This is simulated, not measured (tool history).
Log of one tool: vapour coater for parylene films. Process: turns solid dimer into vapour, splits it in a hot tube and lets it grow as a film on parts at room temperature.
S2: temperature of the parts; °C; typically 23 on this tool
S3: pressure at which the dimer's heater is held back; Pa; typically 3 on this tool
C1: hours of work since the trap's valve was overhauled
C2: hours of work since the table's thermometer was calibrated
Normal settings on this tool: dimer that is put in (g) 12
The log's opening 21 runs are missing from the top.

Run 22, hour 1026.4: usual settings but dimer that is put in (g) 9; C1 260; C2 351. Result: thickness of the film (µm) 1.87.
Run 23, hour 1082: usual settings but dimer that is put in (g) 9, S2 32 °C; C1 294; C2 385. Result: thickness of the film (µm) 1.41.
Run 24, hour 1138.6: usual settings but dimer that is put in (g) 19, S2 22 °C, S3 2.08 Pa; C1 329; C2 420. Result: thickness of the film (µm) 4.2.
Run 25, hour 1186: usual settings but dimer that is put in (g) 19, S2 22 °C, S3 2.08 Pa; C1 358; C2 449. Result: thickness of the film (µm) 4.13.
Run 26, hour 1235.4: usual settings but S3 4.32 Pa; C1 388; C2 479. Result: thickness of the film (µm) 2.38.
Run 27, hour 1294.4: usual settings but dimer that is put in (g) 5, S3 4.59 Pa; C1 424; C2 515. Result: thickness of the film (µm) 0.98.
Run 28, hour 1341: usual settings but dimer that is put in (g) 11, S2 26 °C, S3 10.53 Pa; C1 452; C2 543. Result: thickness of the film (µm) 1.79.
Run 29, hour 1382.8: usual settings but dimer that is put in (g) 9, S3 4.89 Pa; C1 478; C2 569. Result: thickness of the film (µm) 1.74.
Run 30, hour 1415: usual settings but dimer that is put in (g) 9, S2 33 °C, S3 7.72 Pa; C1 498; C2 589. Result: thickness of the film (µm) 1.19.
At hour 1431.8: trap's valve overhauled.
Run 31, hour 1449.3: usual settings but dimer that is put in (g) 21, S2 27 °C, S3 7.72 Pa; C1 11; C2 607. Result: thickness of the film (µm) 3.89.
Run 32, hour 1483.3: usual settings but dimer that is put in (g) 9, S2 16 °C, S3 5.43 Pa; C1 32; C2 628. Result: thickness of the film (µm) 2.42.
Run 33, hour 1529.4: usual settings but dimer that is put in (g) 9, S2 16 °C, S3 5.43 Pa; C1 60; C2 656. Result: thickness of the film (µm) 2.45.
Run 34, hour 1576.8: usual settings but dimer that is put in (g) 9, S2 16 °C, S3 5.43 Pa; C1 89; C2 685. Result: thickness of the film (µm) 2.37.
Run 35, hour 1629.8: usual settings but S2 26 °C, S3 6.26 Pa; C1 121; C2 718. Result: thickness of the film (µm) 2.27.
Run 36, hour 1668.7: usual settings but S2 26 °C, S3 6.26 Pa; C1 145; C2 741. Result: thickness of the film (µm) 2.26.
Run 37, hour 1709.8: usual settings but S2 26 °C, S3 6.26 Pa; C1 170; C2 767. Result: thickness of the film (µm) 2.25.
Run 38, hour 1768.2: usual settings but dimer that is put in (g) 9, S2 26 °C, S3 4.58 Pa; C1 206; C2 802. Result: thickness of the film (µm) 1.73.
Run 39, hour 1814.8: usual settings but S3 5.04 Pa; C1 234; C2 831. Result: thickness of the film (µm) 2.47.
Run 40, hour 1867.6: usual settings but S3 5.04 Pa; C1 267; C2 863. Result: thickness of the film (µm) 2.49.
Run 41, hour 1924.9: usual settings but S3 5.04 Pa; C1 302; C2 898. Result: thickness of the film (µm) 2.45.
Run 42, hour 1984.8: usual settings but S3 5.04 Pa; C1 338; C2 935. Result: thickness of the film (µm) 2.45.
Run 43, hour 2038.3: usual settings but S3 5.04 Pa; C1 371; C2 968. Result: thickness of the film (µm) 2.4.
Run 44, hour 2087.6: usual settings but dimer that is put in (g) 7, S3 4.07 Pa; C1 401; C2 998. Result: thickness of the film (µm) 1.4.

Below are 5 alternative next runs, each starting from the tool's condition after run 44. Predict each:
Run A, hour 2146.6: usual settings but dimer that is put in (g) 7, S2 21 °C, S3 4.07 Pa; C1 437; C2 1034. Result: thickness of the film (µm) ?.
Run B, hour 2146.6: usual settings but dimer that is put in (g) 7, S3 5.05 Pa; C1 437; C2 1034. Result: thickness of the film (µm) ?.
Run C, hour 2146.6: usual settings but S3 6.11 Pa; C1 437; C2 1034. Result: thickness of the film (µm) ?.
Run D, hour 2146.6: usual settings but dimer that is put in (g) 8, S2 21 °C, S3 4.72 Pa; C1 437; C2 1034. Result: thickness of the film (µm) ?.
Run E, hour 2146.6: usual settings but dimer that is put in (g) 21, S3 7.6 Pa; C1 437; C2 1034. Result: thickness of the film (µm) ?.

run  thickness of the film (µm)
  A                         1.5
  B                        1.38
  C                        2.33
  D                        1.69
  E                        4.01
With no hidden state in the tool, these same runs would have given:
run  thickness of the film (µm)
  A                        1.63
  B                        1.49
  C                        2.52
  D                        1.82
  E                        4.34
